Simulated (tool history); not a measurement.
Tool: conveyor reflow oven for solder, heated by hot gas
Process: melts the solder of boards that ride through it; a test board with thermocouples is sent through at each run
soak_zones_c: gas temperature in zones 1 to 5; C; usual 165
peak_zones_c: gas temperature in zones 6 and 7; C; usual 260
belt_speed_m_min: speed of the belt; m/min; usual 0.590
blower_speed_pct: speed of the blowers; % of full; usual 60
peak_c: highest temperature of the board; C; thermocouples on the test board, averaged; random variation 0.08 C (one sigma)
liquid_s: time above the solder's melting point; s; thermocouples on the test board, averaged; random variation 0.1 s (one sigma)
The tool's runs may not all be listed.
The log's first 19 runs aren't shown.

run,hour,soak_zones_c,peak_zones_c,belt_speed_m_min,blower_speed_pct,peak_c,liquid_s
20,272.0,171,253,0.701,60,235.72,35.6
21,291.4,165,260,0.590,53,244.12,50.9
22,307.4,165,272,0.590,53,254.55,60.1
23,322.7,165,272,0.692,56,249.43,46.3
24,339.7,165,269,0.680,56,247.57,45.6
25,355.8,165,269,0.680,56,247.53,45.9
26,366.2,167,253,0.585,56,239.42,47.4
27,378.8,165,260,0.470,60,252.02,76.9
28,391.0,175,260,0.470,60,253.07,82.1
29,403.0,151,260,0.587,54,241.77,44.5
# hour 420.1: flux residue cleaned out of gas plates and filters
30,420.1,160,260,0.587,54,245.53,51.8
31,438.6,165,265,0.590,55,251.00,58.1

4 ways to go on from here, each from the tool as it stands after run 31. What would each give?
A,453.4,165,249,0.694,65,?,?
B,453.4,165,271,0.590,55,?,?
C,453.4,177,259,0.590,60,?,?
D,453.4,172,250,0.478,60,?,?

run,peak_c,liquid_s
A,234.88,34.8
B,256.39,61.9
C,248.94,61.3
D,244.32,72.3
Without the tool's hidden state the same runs would have given:
run,peak_c,liquid_s
A,233.80,33.1
B,255.19,60.3
C,247.81,59.6
D,243.17,70.2
